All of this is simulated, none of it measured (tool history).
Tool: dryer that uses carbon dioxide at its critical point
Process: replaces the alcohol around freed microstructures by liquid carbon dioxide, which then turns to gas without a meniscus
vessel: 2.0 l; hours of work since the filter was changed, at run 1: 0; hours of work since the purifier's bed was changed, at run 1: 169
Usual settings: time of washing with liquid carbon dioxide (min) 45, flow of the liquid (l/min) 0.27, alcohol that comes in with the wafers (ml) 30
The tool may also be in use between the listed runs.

run	hour	time of washing with liquid carbon dioxide (min)	flow of the liquid (l/min)	alcohol that comes in with the wafers (ml)	hours of work since the filter was changed	hours of work since the purifier's bed was changed	alcohol left in the vessel before it's heated (ppm by volume)
1	0	45	0.27	30	0	169	69
2	14.2	45	0.27	30	10	180	76
3	28	45	0.27	30	21	190	71
4	38.6	45	0.27	30	28	198	72
5	50.9	45	0.27	30	37	207	71
6	60.3	45	0.27	30	44	214	82
7	74.6	45	0.27	30	55	224	90
8	85.8	45	0.425	30	63	232	37
9	94.6	45	0.425	30	70	239	31
10	101	45	0.27	30	74	244	89
11	113.3	45	0.27	30	83	253	91
12	126.6	33	0.27	30	93	262	291
13	136.8	33	0.27	37	101	270	352
14	150.7	45	0.27	30	111	280	91
15	165.6	45	0.256	30	122	291	118
16	172.8	45	0.27	30	127	296	98
17	187.6	45	0.27	30	138	307	95
18	197.1	61	0.27	30	145	314	45
19	209.5	39	0.313	92	154	323	221
20	223.5	38	0.27	64	164	334	360
21	229.8	41	0.27	43	169	338	185
22	239.7	52	0.274	25	176	346	62
23	254	51	0.197	54	187	356	405
24	266.5	72	0.399	48	196	365	41
25	273.7	58	0.304	30	201	371	52
26	284.3	45	0.335	94	209	378	109
27	296.5	45	0.335	94	218	387	102
28	309.5	45	0.335	46	228	397	72
29	324.2	66	0.315	57	238	408	38
30	337.9	66	0.315	57	248	418	56
31	348	45	0.183	59	256	425	1001
# hour 360.2: inlet filter changed
32	364.2	39	0.218	105	3	436	1067
33	371.1	39	0.218	105	8	441	1062

The same runs without the tool's hidden state, with the same run-to-run variation:
The hidden state here: flow that reaches the vessel past the clogged filter, %; alcohol in the recycled carbon dioxide, ppm; drift of the gauge itself on alcohol_ppm, %.
run	alcohol left in the vessel before it's heated (ppm by volume)
1	51
2	56
3	49
4	48
5	46
6	54
7	60
8	13
9	5
10	56
11	56
12	229
13	279
14	49
15	71
16	53
17	49
18	10
19	138
20	248
21	111
22	17
23	272
24	3
25	10
26	48
27	38
28	19
29	0
30	11
31	684
32	1012
33	1001
